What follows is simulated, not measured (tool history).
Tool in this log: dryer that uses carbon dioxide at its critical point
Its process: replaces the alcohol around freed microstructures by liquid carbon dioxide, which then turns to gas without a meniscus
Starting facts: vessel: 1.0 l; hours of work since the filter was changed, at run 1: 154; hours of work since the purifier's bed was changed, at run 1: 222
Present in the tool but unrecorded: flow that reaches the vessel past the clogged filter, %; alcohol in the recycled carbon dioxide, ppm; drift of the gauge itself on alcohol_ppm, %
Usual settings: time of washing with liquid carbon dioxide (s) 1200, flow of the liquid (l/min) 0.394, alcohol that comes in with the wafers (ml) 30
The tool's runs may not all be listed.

run   hour  time of washing with liquid carbon dioxide (s)  flow of the liquid (l/min)  alcohol that comes in with the wafers (ml)  hours of work since the filter was changed  hours of work since the purifier's bed was changed  alcohol left in the vessel before it's heated (ppm by volume)
  1    0.0                                            1200                       0.394                                          30                                         154                                                 222                                                            109
  2   14.6                                            1200                       0.394                                          30                                         161                                                 229                                                            115
  3   31.4                                            1380                       0.394                                          30                                         169                                                 237                                                             62
  4   50.0                                            1200                       0.394                                          30                                         177                                                 246                                                            117
  5   67.7                                            1200                       0.394                                          30                                         186                                                 254                                                            115
  6   81.4                                            1200                       0.394                                          30                                         192                                                 260                                                            127
  7   99.8                                            1200                       0.394                                          30                                         201                                                 269                                                            121
  8  122.1                                            1200                       0.394                                          30                                         211                                                 279                                                            134
  9  143.6                                            1200                       0.394                                          30                                         221                                                 289                                                            132
 10  153.5                                            1200                       0.394                                          30                                         226                                                 294                                                            129
 11  164.4                                            1200                       0.394                                          30                                         231                                                 299                                                            132
 12  177.9                                            1200                       0.394                                          30                                         237                                                 305                                                            135
 13  188.3                                            1200                       0.394                                          30                                         242                                                 310                                                            144
 14  208.0                                             780                       0.394                                          30                                         251                                                 319                                                            860
 15  226.5                                             780                       0.394                                          30                                         260                                                 328                                                            844
 16  239.5                                             780                       0.394                                          30                                         266                                                 334                                                            878
 17  255.4                                             780                       0.394                                          30                                         273                                                 341                                                            881
 18  277.2                                             780                       0.394                                          30                                         283                                                 352                                                            889
 19  292.9                                            1200                       0.394                                          30                                         291                                                 359                                                            149
 20  302.3                                            1200                       0.394                                          83                                         295                                                 363                                                            374
 21  320.5                                            1200                       0.394                                          84                                         304                                                 372                                                            403
 22  332.7                                            1200                       0.394                                          84                                         309                                                 377                                                            409
 23  352.9                                            1200                       0.394                                          30                                         319                                                 387                                                            165
 24  364.5                                            1200                       0.394                                          30                                         324                                                 392                                                            165
 25  379.7                                            1800                       0.456                                          48                                         331                                                 399                                                             24
 26  394.7                                            1800                       0.456                                          48                                         338                                                 406                                                             33
     402.8  -- inlet filter changed
 27  417.7                                            1800                       0.456                                          28                                           7                                                 417                                                             27
 28  427.3                                            1800                       0.440                                          29                                          11                                                 421                                                             29
 29  443.1                                            1800                       0.440                                          29                                          19                                                 428                                                             31
 30  457.3                                            1800                       0.440                                          29                                          25                                                 435                                                             29
 31  478.0                                            1800                       0.440                                          29                                          35                                                 445                                                             26
 32  496.4                                            1200                       0.262                                          31                                          44                                                 453                                                            656
 33  512.8                                            1620                       0.308                                          71                                          51                                                 461                                                            167
 34  525.8                                            1620                       0.317                                          93                                          57                                                 467                                                            176
 35  543.0                                            1440                       0.261                                          51                                          65                                                 475                                                            534
 36  552.4                                            1260                       0.316                                          33                                          70                                                 479                                                            266
 37  569.7                                             840                       0.606                                          33                                          78                                                 488                                                             76
 38  587.6                                            1020                       0.394                                          46                                          86                                                 496                                                            344
 39  605.5                                            1440                       0.494                                          48                                          95                                                 504                                                             49
 40  619.2                                             900                       0.412                                          43                                         101                                                 511                                                            457
 41  639.4                                             900                       0.412                                          43                                         110                                                 520                                                            450
 42  656.0                                            1320                       0.493                                          49                                         118                                                 528                                                             48
 43  672.6                                            1320                       0.493                                          49                                         126                                                 536                                                             61
 44  694.3                                            1320                       0.493                                          49                                         136                                                 546                                                             53
 45  704.6                                            1320                       0.493                                          49                                         141                                                 550                                                             47
 46  717.3                                             960                       0.443                                          25                                         147                                                 556                                                            167
 47  737.4                                            1380                       0.271                                          32                                         156                                                 566                                                            412

Pick out some run-to-run changes in alcohol left in the vessel before it's heated (ppm by volume). Of each, how much would a tool without hidden state show as well, from the settings, what came in and chance, and how much is left for the hidden state and any gauge scatter not in both results compared?
Run 13 -> 14: time of washing with liquid carbon dioxide (s) 1200 -> 780. alcohol left in the vessel before it's heated (ppm by volume) +716: hidden state +227, all else +489.
Run 18 -> 19: time of washing with liquid carbon dioxide (s) 780 -> 1200. alcohol left in the vessel before it's heated (ppm by volume) -740: hidden state -245, all else -495.
Run 22 -> 23: alcohol that comes in with the wafers (ml) 84 -> 30. alcohol left in the vessel before it's heated (ppm by volume) -244: hidden state -123, all else -121.
Run 31 -> 32: time of washing with liquid carbon dioxide (s) 1800 -> 1200, flow of the liquid (l/min) 0.440 -> 0.262, alcohol that comes in with the wafers (ml) 29 -> 31. alcohol left in the vessel before it's heated (ppm by volume) +630: hidden state +46, all else +584.

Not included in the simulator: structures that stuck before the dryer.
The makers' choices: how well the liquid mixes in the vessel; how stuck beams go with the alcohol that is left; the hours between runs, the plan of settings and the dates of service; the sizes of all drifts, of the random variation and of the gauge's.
